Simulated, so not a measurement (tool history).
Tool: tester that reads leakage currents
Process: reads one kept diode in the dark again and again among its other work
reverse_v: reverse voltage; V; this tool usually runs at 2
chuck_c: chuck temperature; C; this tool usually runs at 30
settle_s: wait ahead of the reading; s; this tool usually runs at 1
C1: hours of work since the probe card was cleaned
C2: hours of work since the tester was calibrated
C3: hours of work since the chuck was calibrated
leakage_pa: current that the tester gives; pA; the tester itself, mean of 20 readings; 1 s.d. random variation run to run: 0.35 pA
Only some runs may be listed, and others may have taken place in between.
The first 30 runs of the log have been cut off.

run 31 hour=3576 | reverse_v=3.5 chuck_c=25 settle_s=1.62 | C1=2132 C2=3870 C3=1725 | leakage_pa=113.81
run 32 hour=3667.4 | reverse_v=2 chuck_c=30 settle_s=3.75 | C1=2196 C2=3933 C3=1789 | leakage_pa=127.3
run 33 hour=3823.2 | reverse_v=9.19 chuck_c=30 settle_s=0.66 | C1=2304 C2=4042 C3=1897 | leakage_pa=302.86
run 34 hour=3889.8 | reverse_v=9.19 chuck_c=30 settle_s=0.66 | C1=2351 C2=4088 C3=1944 | leakage_pa=302.75
-- hour=3963.7 chuck's temperature calibrated
run 35 hour=3963.7 | reverse_v=9.19 chuck_c=30 settle_s=3.81 | C1=2401 C2=4138 C3=0 | leakage_pa=275.05
run 36 hour=4109.1 | reverse_v=2.83 chuck_c=20 settle_s=3.12 | C1=2502 C2=4240 C3=101 | leakage_pa=60.79
run 37 hour=4262.7 | reverse_v=2.83 chuck_c=20 settle_s=3.12 | C1=2609 C2=4346 C3=208 | leakage_pa=61.33
run 38 hour=4379.8 | reverse_v=2.83 chuck_c=20 settle_s=3.12 | C1=2690 C2=4428 C3=290 | leakage_pa=61.91
run 39 hour=4449.5 | reverse_v=2.83 chuck_c=20 settle_s=3.12 | C1=2739 C2=4477 C3=338 | leakage_pa=62.05
run 40 hour=4545.1 | reverse_v=3.02 chuck_c=25 settle_s=1 | C1=2806 C2=4543 C3=405 | leakage_pa=99.75

Branching from run 40: 3 alternative next runs. What would each branch give?
run A hour=4644.4 | reverse_v=2.6 chuck_c=30 settle_s=0.8 | C1=2875 C2=4612 C3=474 | leakage_pa=?
run B hour=4644.4 | reverse_v=2.99 chuck_c=25 settle_s=6.74 | C1=2875 C2=4612 C3=474 | leakage_pa=?
run C hour=4644.4 | reverse_v=3.02 chuck_c=55 settle_s=2.22 | C1=2875 C2=4612 C3=474 | leakage_pa=?

run=A leakage_pa=139.3
run=B leakage_pa=99.35
run=C leakage_pa=1071.82
Stripped of hidden state, with their random variation kept, the same runs would have yielded:
run=A leakage_pa=132.5
run=B leakage_pa=92.44
run=C leakage_pa=1052.72
